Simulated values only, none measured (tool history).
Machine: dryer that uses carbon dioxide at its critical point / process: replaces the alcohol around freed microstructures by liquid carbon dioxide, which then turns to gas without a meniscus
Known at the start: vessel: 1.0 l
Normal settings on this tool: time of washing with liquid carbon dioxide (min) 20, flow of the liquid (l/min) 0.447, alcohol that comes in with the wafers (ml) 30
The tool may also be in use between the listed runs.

run,day,time of washing with liquid carbon dioxide (min),flow of the liquid (l/min),alcohol that comes in with the wafers (ml),alcohol left in the vessel before it's heated (ppm by volume)
1,0,20,0.447,30,62
2,0.771,20,0.447,30,64
3,1.792,20,0.447,30,68
4,2.833,20,0.624,30,36
5,3.883,20,0.447,30,61
6,4.771,20,0.447,30,63
7,5.683,20,0.447,30,72
8,6.746,20,0.447,30,78
9,7.225,20,0.447,30,68
# day 7.983: inlet filter changed
10,8.358,20,0.447,92,110
11,8.938,20,0.447,92,97
12,9.933,20,0.447,30,71
13,10.892,20,0.447,30,63
14,11.733,20,0.447,30,66
15,12.571,20,0.447,103,127
16,13.408,20,0.447,20,73
17,14.475,27,0.41,112,67
18,15.542,17,0.3,30,533
19,16.492,20,0.581,87,61
20,17.317,20,0.581,87,60
21,17.867,21,0.591,21,58
22,18.929,17,0.416,26,146
23,19.679,23,0.401,30,74
24,20.588,23,0.401,30,76

4 options for the next run, each taken on its own from the tool as it stands now. Forecast them:
A,21.658,13,0.401,98,?
B,21.658,18,0.447,44,?
C,21.658,23,0.742,30,?
D,21.658,24,0.684,82,?

run,alcohol left in the vessel before it's heated (ppm by volume)
A,1768
B,139
C,59
D,48
The same runs, with their run-to-run variation unchanged, on a tool lacking any hidden condition would have given:
run,alcohol left in the vessel before it's heated (ppm by volume)
A,1276
B,58
C,12
D,0
